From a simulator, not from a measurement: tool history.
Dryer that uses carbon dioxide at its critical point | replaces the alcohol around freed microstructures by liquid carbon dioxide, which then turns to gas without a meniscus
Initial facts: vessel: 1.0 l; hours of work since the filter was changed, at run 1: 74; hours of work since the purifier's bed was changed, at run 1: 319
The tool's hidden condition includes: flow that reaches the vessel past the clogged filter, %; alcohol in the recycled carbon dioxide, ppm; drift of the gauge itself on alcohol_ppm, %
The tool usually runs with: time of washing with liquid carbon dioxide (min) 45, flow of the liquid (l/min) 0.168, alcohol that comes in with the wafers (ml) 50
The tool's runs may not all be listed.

run	hour	time of washing with liquid carbon dioxide (min)	flow of the liquid (l/min)	alcohol that comes in with the wafers (ml)	hours of work since the filter was changed	hours of work since the purifier's bed was changed	alcohol left in the vessel before it's heated (ppm by volume)
1	0.0	45	0.168	50	74	319	166
2	12.4	45	0.168	31	80	324	118
3	27.8	45	0.168	31	86	331	120
4	41.9	45	0.168	31	92	337	125
5	56.0	45	0.168	31	98	343	117
6	66.6	45	0.168	31	103	347	124
7	79.0	45	0.168	50	108	353	175
8	96.9	45	0.168	50	115	360	179
9	114.0	45	0.168	50	123	367	175
10	129.8	45	0.168	85	129	374	283
11	146.7	45	0.168	85	137	381	292
12	161.3	45	0.168	50	143	387	186
13	174.2	46	0.168	50	148	393	173
14	191.7	46	0.168	50	156	400	167
15	202.9	46	0.215	50	160	405	68
16	211.9	35	0.131	36	164	409	1138
17	227.5	31	0.226	69	171	415	340
18	237.2	72	0.168	96	175	420	42
19	251.1	31	0.202	87	181	425	754
20	270.3	40	0.257	87	189	434	69
21	282.9	40	0.257	87	194	439	69
22	291.4	65	0.215	20	198	442	45
23	301.5	56	0.125	29	202	447	195
24	320.7	37	0.236	50	210	455	111
25	333.7	66	0.156	79	216	460	80
26	351.2	45	0.175	68	223	468	208
27	369.0	45	0.175	68	231	475	238
28	385.5	45	0.175	68	238	482	220

Forecast each of these 5 alternatives for the next run:
A	403.3	48	0.276	72	245	490	?
B	403.3	45	0.266	113	245	490	?
C	403.3	34	0.117	50	245	490	?
D	403.3	49	0.168	50	245	490	?
E	403.3	44	0.168	21	245	490	?

run	alcohol left in the vessel before it's heated (ppm by volume)
A	42
B	59
C	2713
D	154
E	122
Take away the tool's hidden state, keep each run's random variation, and the runs would have read:
run	alcohol left in the vessel before it's heated (ppm by volume)
A	0
B	14
C	2274
D	83
E	61
